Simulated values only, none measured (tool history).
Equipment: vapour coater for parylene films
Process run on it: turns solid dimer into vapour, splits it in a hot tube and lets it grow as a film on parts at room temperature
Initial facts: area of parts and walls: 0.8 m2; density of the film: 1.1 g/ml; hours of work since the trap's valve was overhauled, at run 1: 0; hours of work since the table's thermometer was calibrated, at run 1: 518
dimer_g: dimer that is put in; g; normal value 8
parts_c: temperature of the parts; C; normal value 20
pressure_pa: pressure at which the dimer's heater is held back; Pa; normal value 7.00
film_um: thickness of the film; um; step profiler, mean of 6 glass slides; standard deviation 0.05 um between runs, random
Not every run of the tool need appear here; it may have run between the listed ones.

| run | hour | dimer_g | parts_c | pressure_pa | hours of work since the trap's valve was overhauled | hours of work since the table's thermometer was calibrated | film_um |
|---|---|---|---|---|---|---|---|
| 1 | 0.0 | 8 | 20 | 7.00 | 0 | 518 | 5.71 |
| 2 | 24.0 | 8 | 20 | 7.00 | 20 | 539 | 5.77 |
| 3 | 47.2 | 8 | 20 | 7.00 | 40 | 558 | 5.73 |
| 4 | 66.3 | 8 | 20 | 7.00 | 56 | 574 | 5.75 |
| 5 | 94.1 | 8 | 20 | 7.00 | 79 | 598 | 5.67 |
| 6 | 110.4 | 8 | 20 | 7.00 | 93 | 612 | 5.70 |
| 7 | 129.3 | 4 | 20 | 7.00 | 109 | 628 | 2.86 |
| 8 | 146.2 | 4 | 20 | 7.00 | 124 | 642 | 2.87 |
| 9 | 174.0 | 8 | 23 | 7.00 | 147 | 666 | 5.41 |
| 10 | 190.6 | 8 | 18 | 7.00 | 161 | 680 | 5.76 |
| 11 | 209.5 | 4 | 20 | 7.00 | 177 | 695 | 2.79 |
| 12 | 237.5 | 8 | 16 | 7.00 | 201 | 719 | 5.97 |
| 13 | 253.2 | 4 | 19 | 9.20 | 214 | 732 | 2.69 |
| 14 | 273.9 | 4 | 13 | 2.31 | 231 | 750 | 3.90 |

Run 15 is up next; what results do you expect?
| 15 | 302.1 | 5 | 21 | 7.00 | 255 | 774 | ? |

{"run 15": {"film_um": 3.42}}
Were there no unlogged condition in the tool, this run, its random variation unchanged, would have produced film_um 3.57 um.
